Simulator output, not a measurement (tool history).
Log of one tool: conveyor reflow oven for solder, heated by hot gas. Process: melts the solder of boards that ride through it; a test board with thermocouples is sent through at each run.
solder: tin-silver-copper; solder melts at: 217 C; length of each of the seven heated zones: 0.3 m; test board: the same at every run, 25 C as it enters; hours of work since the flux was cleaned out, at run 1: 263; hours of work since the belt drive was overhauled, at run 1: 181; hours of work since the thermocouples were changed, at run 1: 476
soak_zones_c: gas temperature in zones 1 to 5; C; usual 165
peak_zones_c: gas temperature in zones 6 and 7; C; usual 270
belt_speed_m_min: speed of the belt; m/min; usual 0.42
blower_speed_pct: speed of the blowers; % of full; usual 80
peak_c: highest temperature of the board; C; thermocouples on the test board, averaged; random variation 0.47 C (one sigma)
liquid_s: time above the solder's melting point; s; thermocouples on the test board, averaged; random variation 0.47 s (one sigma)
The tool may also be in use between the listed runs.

run	hour	soak_zones_c	peak_zones_c	belt_speed_m_min	blower_speed_pct	hours of work since the flux was cleaned out	hours of work since the belt drive was overhauled	hours of work since the thermocouples were changed	peak_c	liquid_s
1	0	165	270	0.42	80	263	181	476	255.5	63.5
2	87.9	165	270	0.42	80	327	245	540	254.8	63.5
3	137.5	167	270	0.42	80	363	282	576	253.9	64.6
# hour 200: flux residue cleaned out of gas plates and filters
4	215.6	180	270	0.42	80	11	335	629	255.7	69
# hour 256.9: thermocouples of zones 6 and 7 changed
5	257.3	165	270	0.42	54	40	364	0	245.4	52
6	305	165	270	0.42	86	75	399	35	251.6	61.1
7	353.3	165	270	0.408	80	111	434	70	252.5	62.5
8	412	165	270	0.408	80	154	477	113	251.4	62.6
# hour 473.8: flux residue cleaned out of gas plates and filters, once more
9	496.7	165	270	0.408	80	17	535	172	258.6	69
10	556.4	171	270	0.385	80	60	579	215	260.4	77.9
11	640.7	165	270	0.347	57	122	641	277	257	80.8
12	722	165	270	0.347	57	181	700	336	257.3	80.4
13	761.1	157	270	0.453	78	210	729	365	252.2	54.3
# hour 781.6: belt drive overhauled, speed set with a stopwatch
14	808.8	157	270	0.453	68	242	20	397	248.4	48.9
15	877.1	157	270	0.453	68	292	70	447	247.3	49
16	953.1	157	270	0.42	80	347	125	502	253.8	60.2
17	1022.5	157	270	0.42	80	398	176	553	253.7	59.3
# hour 1031.7: flux residue cleaned out of gas plates and filters
18	1065.6	165	261	0.42	61	25	204	581	245.3	55.1

Hidden state or all else? Some run-to-run changes of peak_c, split into what the settings, what came in and random variation would give without the hidden state, and what is left for the hidden state (with any gauge scatter that isn't in both results):
The hidden state here: heat that the gas passes to the board, % of a clean oven's; belt's true speed, % of the reading; true gas temperature in zones 6 and 7 over the reading, C; drift of the gauge itself on peak_c, C; drift of the gauge itself on liquid_s, %.
Run 4 -> 5: soak_zones_c 180 -> 165, blower_speed_pct 80 -> 54, thermocouples of zones 6 and 7 changed. peak_c -10.3 C: hidden state -0.4, all else -9.9.
Run 8 -> 9: flux residue cleaned out of gas plates and filters, once more. peak_c +7.2 C: hidden state +6.8, all else +0.4.

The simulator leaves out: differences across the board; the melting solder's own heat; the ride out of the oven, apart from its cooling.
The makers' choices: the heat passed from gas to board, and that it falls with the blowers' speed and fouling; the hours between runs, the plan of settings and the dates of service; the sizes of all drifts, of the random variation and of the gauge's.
